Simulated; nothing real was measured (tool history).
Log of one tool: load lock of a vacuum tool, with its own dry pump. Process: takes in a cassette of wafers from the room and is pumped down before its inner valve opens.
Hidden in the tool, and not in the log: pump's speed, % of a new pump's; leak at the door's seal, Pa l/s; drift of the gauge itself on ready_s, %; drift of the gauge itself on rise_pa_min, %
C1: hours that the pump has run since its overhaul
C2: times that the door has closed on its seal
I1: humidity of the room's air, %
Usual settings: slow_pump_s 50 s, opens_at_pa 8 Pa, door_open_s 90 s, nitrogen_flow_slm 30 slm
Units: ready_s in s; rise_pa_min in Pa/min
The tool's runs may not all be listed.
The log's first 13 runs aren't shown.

{"run": 14, "hour": 921.6, "slow_pump_s": 50, "opens_at_pa": 8, "door_open_s": 51, "nitrogen_flow_slm": 30, "C1": 10827, "C2": 11547, "I1": 43.5, "ready_s": 121.0, "rise_pa_min": 0.062}
{"run": 15, "hour": 1023.2, "slow_pump_s": 50, "opens_at_pa": 8, "door_open_s": 90, "nitrogen_flow_slm": 11, "C1": 10928, "C2": 12036, "I1": 43.0, "ready_s": 122.1, "rise_pa_min": 0.099}
{"run": 16, "hour": 1102.2, "slow_pump_s": 50, "opens_at_pa": 8, "door_open_s": 55, "nitrogen_flow_slm": 11, "C1": 11007, "C2": 12416, "I1": 43.4, "ready_s": 122.1, "rise_pa_min": 0.08}
{"run": 17, "hour": 1143.7, "slow_pump_s": 50, "opens_at_pa": 8, "door_open_s": 87, "nitrogen_flow_slm": 11, "C1": 11049, "C2": 12616, "I1": 48.5, "ready_s": 123.5, "rise_pa_min": 0.108}
{"run": 18, "hour": 1218.5, "slow_pump_s": 44, "opens_at_pa": 8, "door_open_s": 80, "nitrogen_flow_slm": 30, "C1": 11123, "C2": 12976, "I1": 47.7, "ready_s": 117.4, "rise_pa_min": 0.085}
{"run": 19, "hour": 1319.8, "slow_pump_s": 61, "opens_at_pa": 8, "door_open_s": 90, "nitrogen_flow_slm": 18, "C1": 11225, "C2": 13463, "I1": 46.3, "ready_s": 130.7, "rise_pa_min": 0.095}
{"run": 20, "hour": 1414.0, "slow_pump_s": 61, "opens_at_pa": 8, "door_open_s": 90, "nitrogen_flow_slm": 18, "C1": 11319, "C2": 13917, "I1": 45.6, "ready_s": 131.0, "rise_pa_min": 0.101}
{"run": 21, "hour": 1487.0, "slow_pump_s": 86, "opens_at_pa": 8, "door_open_s": 90, "nitrogen_flow_slm": 30, "C1": 11392, "C2": 14268, "I1": 43.8, "ready_s": 148.1, "rise_pa_min": 0.088}
{"run": 22, "hour": 1548.9, "slow_pump_s": 86, "opens_at_pa": 8, "door_open_s": 90, "nitrogen_flow_slm": 30, "C1": 11454, "C2": 14566, "I1": 45.3, "ready_s": 148.5, "rise_pa_min": 0.083}
{"run": 23, "hour": 1648.1, "slow_pump_s": 86, "opens_at_pa": 8, "door_open_s": 90, "nitrogen_flow_slm": 30, "C1": 11553, "C2": 15044, "I1": 42.4, "ready_s": 147.7, "rise_pa_min": 0.087}
{"run": 24, "hour": 1739.1, "slow_pump_s": 34, "opens_at_pa": 6, "door_open_s": 90, "nitrogen_flow_slm": 31, "C1": 11644, "C2": 15481, "I1": 45.9, "ready_s": 115.5, "rise_pa_min": 0.096}
{"run": 25, "hour": 1804.6, "slow_pump_s": 34, "opens_at_pa": 6, "door_open_s": 90, "nitrogen_flow_slm": 31, "C1": 11710, "C2": 15797, "I1": 45.9, "ready_s": 115.2, "rise_pa_min": 0.094}
{"run": 26, "hour": 1906.1, "slow_pump_s": 56, "opens_at_pa": 8, "door_open_s": 86, "nitrogen_flow_slm": 30, "C1": 11811, "C2": 16285, "I1": 48.8, "ready_s": 128.1, "rise_pa_min": 0.099}
{"run": 27, "hour": 1955.1, "slow_pump_s": 56, "opens_at_pa": 8, "door_open_s": 86, "nitrogen_flow_slm": 30, "C1": 11860, "C2": 16521, "I1": 44.1, "ready_s": 129.4, "rise_pa_min": 0.091}
{"run": 28, "hour": 2024.8, "slow_pump_s": 56, "opens_at_pa": 8, "door_open_s": 86, "nitrogen_flow_slm": 30, "C1": 11930, "C2": 16857, "I1": 41.7, "ready_s": 129.4, "rise_pa_min": 0.093}
{"hour": 2107.2, "done": "dry pump taken out, an overhauled one fitted"}
{"run": 29, "hour": 2128.6, "slow_pump_s": 56, "opens_at_pa": 8, "door_open_s": 86, "nitrogen_flow_slm": 30, "C1": 21, "C2": 17327, "I1": 45.0, "ready_s": 108.1, "rise_pa_min": 0.104}
{"run": 30, "hour": 2220.6, "slow_pump_s": 50, "opens_at_pa": 8, "door_open_s": 125, "nitrogen_flow_slm": 14, "C1": 113, "C2": 17770, "I1": 46.3, "ready_s": 102.7, "rise_pa_min": 0.142}
{"run": 31, "hour": 2285.8, "slow_pump_s": 69, "opens_at_pa": 8, "door_open_s": 125, "nitrogen_flow_slm": 14, "C1": 179, "C2": 18084, "I1": 45.9, "ready_s": 118.9, "rise_pa_min": 0.137}
{"run": 32, "hour": 2383.1, "slow_pump_s": 69, "opens_at_pa": 15, "door_open_s": 125, "nitrogen_flow_slm": 13, "C1": 276, "C2": 18552, "I1": 43.4, "ready_s": 115.7, "rise_pa_min": 0.139}
{"run": 33, "hour": 2470.1, "slow_pump_s": 69, "opens_at_pa": 15, "door_open_s": 125, "nitrogen_flow_slm": 13, "C1": 363, "C2": 18971, "I1": 42.5, "ready_s": 114.6, "rise_pa_min": 0.137}

3 ways to go on from here, each from the tool as it stands after run 33. What would each give?
{"run": "A", "hour": 2555.1, "slow_pump_s": 26, "opens_at_pa": 6, "door_open_s": 125, "nitrogen_flow_slm": 19, "C1": 448, "C2": 19380, "I1": 41.6, "ready_s": "?", "rise_pa_min": "?"}
{"run": "B", "hour": 2555.1, "slow_pump_s": 50, "opens_at_pa": 8, "door_open_s": 37, "nitrogen_flow_slm": 30, "C1": 448, "C2": 19380, "I1": 46.8, "ready_s": "?", "rise_pa_min": "?"}
{"run": "C", "hour": 2555.1, "slow_pump_s": 50, "opens_at_pa": 8, "door_open_s": 90, "nitrogen_flow_slm": 12, "C1": 448, "C2": 19380, "I1": 44.6, "ready_s": "?", "rise_pa_min": "?"}

run=A ready_s=87.9 rise_pa_min=0.134
run=B ready_s=104.0 rise_pa_min=0.097
run=C ready_s=104.4 rise_pa_min=0.134
Without the tool's hidden state the same runs would have given:
run=A ready_s=86.5 rise_pa_min=0.057
run=B ready_s=102.8 rise_pa_min=0.019
run=C ready_s=103.1 rise_pa_min=0.057

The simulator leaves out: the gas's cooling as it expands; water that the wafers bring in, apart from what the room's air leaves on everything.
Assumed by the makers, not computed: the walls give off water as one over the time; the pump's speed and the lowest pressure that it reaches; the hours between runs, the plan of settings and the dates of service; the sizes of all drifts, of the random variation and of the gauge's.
